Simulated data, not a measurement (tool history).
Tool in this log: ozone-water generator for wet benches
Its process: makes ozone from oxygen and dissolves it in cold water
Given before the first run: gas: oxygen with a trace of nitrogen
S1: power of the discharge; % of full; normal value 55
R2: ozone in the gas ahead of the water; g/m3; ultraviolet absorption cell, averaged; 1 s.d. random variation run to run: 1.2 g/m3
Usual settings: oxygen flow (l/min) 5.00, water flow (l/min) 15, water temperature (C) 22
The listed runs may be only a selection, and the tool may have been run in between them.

{"run": 1, "hour": 0.0, "S1": 55, "oxygen flow (l/min)": 5.0, "water flow (l/min)": 15, "water temperature (C)": 22, "dissolved ozone (ppm)": 18.4, "R2": 210.2}
{"run": 2, "hour": 51.8, "S1": 55, "oxygen flow (l/min)": 5.0, "water flow (l/min)": 15, "water temperature (C)": 22, "dissolved ozone (ppm)": 18.5, "R2": 210.4}
{"run": 3, "hour": 128.4, "S1": 55, "oxygen flow (l/min)": 5.0, "water flow (l/min)": 15, "water temperature (C)": 22, "dissolved ozone (ppm)": 18.5, "R2": 209.0}
{"run": 4, "hour": 166.0, "S1": 55, "oxygen flow (l/min)": 6.34, "water flow (l/min)": 15, "water temperature (C)": 22, "dissolved ozone (ppm)": 17.6, "R2": 180.8}
{"run": 5, "hour": 246.3, "S1": 55, "oxygen flow (l/min)": 4.5, "water flow (l/min)": 15, "water temperature (C)": 22, "dissolved ozone (ppm)": 18.6, "R2": 221.2}
{"run": 6, "hour": 309.6, "S1": 55, "oxygen flow (l/min)": 4.5, "water flow (l/min)": 15, "water temperature (C)": 22, "dissolved ozone (ppm)": 18.8, "R2": 222.4}
{"run": 7, "hour": 372.0, "S1": 55, "oxygen flow (l/min)": 5.0, "water flow (l/min)": 12, "water temperature (C)": 22, "dissolved ozone (ppm)": 21.9, "R2": 208.6}
{"run": 8, "hour": 413.9, "S1": 55, "oxygen flow (l/min)": 5.0, "water flow (l/min)": 12, "water temperature (C)": 22, "dissolved ozone (ppm)": 21.6, "R2": 208.0}
{"run": 9, "hour": 454.3, "S1": 55, "oxygen flow (l/min)": 5.0, "water flow (l/min)": 12, "water temperature (C)": 22, "dissolved ozone (ppm)": 21.7, "R2": 208.9}
{"hour": 463.5, "done": "contactor cleaned"}
{"run": 10, "hour": 526.6, "S1": 55, "oxygen flow (l/min)": 5.0, "water flow (l/min)": 12, "water temperature (C)": 19, "dissolved ozone (ppm)": 21.9, "R2": 207.8}
{"run": 11, "hour": 602.3, "S1": 55, "oxygen flow (l/min)": 5.0, "water flow (l/min)": 9, "water temperature (C)": 19, "dissolved ozone (ppm)": 26.6, "R2": 212.7}
{"run": 12, "hour": 643.1, "S1": 43, "oxygen flow (l/min)": 8.83, "water flow (l/min)": 14, "water temperature (C)": 15, "dissolved ozone (ppm)": 15.3, "R2": 121.4}
{"hour": 674.9, "done": "contactor cleaned, once more"}
{"run": 13, "hour": 693.5, "S1": 55, "oxygen flow (l/min)": 7.51, "water flow (l/min)": 15, "water temperature (C)": 22, "dissolved ozone (ppm)": 18.3, "R2": 163.7}
{"run": 14, "hour": 751.9, "S1": 55, "oxygen flow (l/min)": 7.51, "water flow (l/min)": 15, "water temperature (C)": 22, "dissolved ozone (ppm)": 18.2, "R2": 164.9}
{"run": 15, "hour": 831.5, "S1": 55, "oxygen flow (l/min)": 5.47, "water flow (l/min)": 15, "water temperature (C)": 22, "dissolved ozone (ppm)": 19.2, "R2": 195.1}
{"run": 16, "hour": 906.3, "S1": 71, "oxygen flow (l/min)": 5.47, "water flow (l/min)": 14, "water temperature (C)": 19, "dissolved ozone (ppm)": 26.5, "R2": 248.8}
{"run": 17, "hour": 952.5, "S1": 55, "oxygen flow (l/min)": 5.0, "water flow (l/min)": 20, "water temperature (C)": 24, "dissolved ozone (ppm)": 15.0, "R2": 208.1}

Forecast each of these 4 alternatives for the next run:
{"run": "A", "hour": 1004.5, "S1": 77, "oxygen flow (l/min)": 6.3, "water flow (l/min)": 13, "water temperature (C)": 22, "dissolved ozone (ppm)": "?", "R2": "?"}
{"run": "B", "hour": 1004.5, "S1": 55, "oxygen flow (l/min)": 8.02, "water flow (l/min)": 24, "water temperature (C)": 14, "dissolved ozone (ppm)": "?", "R2": "?"}
{"run": "C", "hour": 1004.5, "S1": 55, "oxygen flow (l/min)": 5.0, "water flow (l/min)": 19, "water temperature (C)": 27, "dissolved ozone (ppm)": "?", "R2": "?"}
{"run": "D", "hour": 1004.5, "S1": 61, "oxygen flow (l/min)": 5.0, "water flow (l/min)": 16, "water temperature (C)": 25, "dissolved ozone (ppm)": "?", "R2": "?"}

run=A dissolved_ozone_(ppm)=27.9 R2=242.9
run=B dissolved_ozone_(ppm)=14.5 R2=157.9
run=C dissolved_ozone_(ppm)=14.9 R2=207.6
run=D dissolved_ozone_(ppm)=19.3 R2=227.7
Without the tool's unlogged condition, the same runs would have read:
run=A dissolved_ozone_(ppm)=29.0 R2=250.3
run=B dissolved_ozone_(ppm)=14.9 R2=161.4
run=C dissolved_ozone_(ppm)=15.3 R2=212.2
run=D dissolved_ozone_(ppm)=20.0 R2=233.3
